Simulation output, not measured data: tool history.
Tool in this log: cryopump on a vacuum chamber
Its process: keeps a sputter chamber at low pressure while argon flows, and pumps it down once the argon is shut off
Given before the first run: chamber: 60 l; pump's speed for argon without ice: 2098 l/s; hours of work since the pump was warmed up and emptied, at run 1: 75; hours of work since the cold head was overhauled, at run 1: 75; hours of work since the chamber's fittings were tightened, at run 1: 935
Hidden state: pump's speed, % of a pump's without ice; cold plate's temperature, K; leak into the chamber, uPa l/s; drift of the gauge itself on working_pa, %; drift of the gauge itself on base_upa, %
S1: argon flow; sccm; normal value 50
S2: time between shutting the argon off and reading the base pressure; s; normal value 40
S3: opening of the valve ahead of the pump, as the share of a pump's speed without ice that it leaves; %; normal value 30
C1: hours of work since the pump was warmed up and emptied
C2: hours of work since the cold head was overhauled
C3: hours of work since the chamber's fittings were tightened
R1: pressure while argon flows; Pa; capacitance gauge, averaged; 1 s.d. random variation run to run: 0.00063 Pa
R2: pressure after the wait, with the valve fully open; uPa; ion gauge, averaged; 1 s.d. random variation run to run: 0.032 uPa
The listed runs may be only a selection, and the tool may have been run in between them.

run,day,S1,S2,S3,C1,C2,C3,R1,R2
1,0.000,50,40,30,75,75,935,0.1349,1.95
2,2.288,50,40,30,107,107,967,0.1356,1.94
3,5.754,50,80,30,155,155,1015,0.1350,1.24
4,8.125,50,40,40,188,188,1048,0.1023,2.00
5,10.429,50,40,40,220,220,1080,0.1023,2.02
6,12.750,50,40,40,253,253,1113,0.1032,2.08
7,15.988,50,40,40,298,298,1158,0.1021,2.10
8,18.154,50,40,40,328,328,1188,0.1029,2.06
9,20.921,50,40,40,366,366,1226,0.1029,2.10
10,23.679,50,40,40,405,405,1265,0.1026,2.09
11,26.392,52,40,30,443,443,1302,0.1438,2.10
12,29.712,52,40,57,489,489,1349,0.0765,2.16
13,32.867,52,40,57,533,533,1393,0.0764,2.16
14,36.142,52,40,57,578,578,1438,0.0778,2.16
15,38.821,52,40,30,616,616,1476,0.1434,2.14
16,40.608,52,40,30,641,641,1500,0.1445,2.26
17,42.367,78,40,30,665,665,1525,0.2157,2.16
18,44.875,61,190,24,700,700,1560,0.2105,0.97
19,47.838,50,28,33,741,741,1601,0.1267,2.82
20,50.979,50,31,33,785,785,1645,0.1262,2.77
21,53.325,50,31,33,818,818,1677,0.1275,2.74
22,56.504,32,40,30,862,862,1722,0.0888,2.26
23,58.800,50,65,25,894,894,1754,0.1677,1.70
24,60.750,81,48,50,921,921,1781,0.1395,2.04
25,63.067,50,40,30,953,953,1813,0.1388,2.22
26,66.088,50,64,18,995,995,1855,0.2297,1.79
27,68.267,54,117,18,1026,1026,1885,0.2493,1.32
28,71.642,40,35,29,1073,1073,1932,0.1152,2.50
29,74.775,40,35,29,1116,1116,1976,0.1161,2.61
30,77.658,21,293,30,1156,1156,2016,0.0595,1.08
31,79.488,50,42,22,1182,1182,2042,0.1904,2.38
# day 79.888: pump warmed up, emptied and cooled again
32,82.596,30,22,30,38,1222,2082,0.0807,3.51
33,84.342,30,22,30,62,1246,2106,0.0811,3.66
34,86.717,57,122,17,95,1280,2139,0.2704,1.30

Same runs, no hidden state in the tool, same run-to-run variation:
run,R1,R2
1,0.1338,1.66
2,0.1344,1.64
3,0.1336,0.92
4,0.1007,1.67
5,0.1005,1.67
6,0.1012,1.73
7,0.0999,1.72
8,0.1005,1.68
9,0.1004,1.70
10,0.0999,1.68
11,0.1408,1.67
12,0.0732,1.71
13,0.0729,1.70
14,0.0741,1.68
15,0.1395,1.66
16,0.1404,1.74
17,0.2094,1.66
18,0.2053,0.46
19,0.1223,2.29
20,0.1215,2.20
21,0.1226,2.16
22,0.0855,1.67
23,0.1624,1.10
24,0.1306,1.43
25,0.1332,1.61
26,0.2238,1.14
27,0.2427,0.66
28,0.1101,1.83
29,0.1108,1.91
30,0.0566,0.37
31,0.1834,1.64
32,0.0802,2.89
33,0.0805,3.00
34,0.2691,0.65
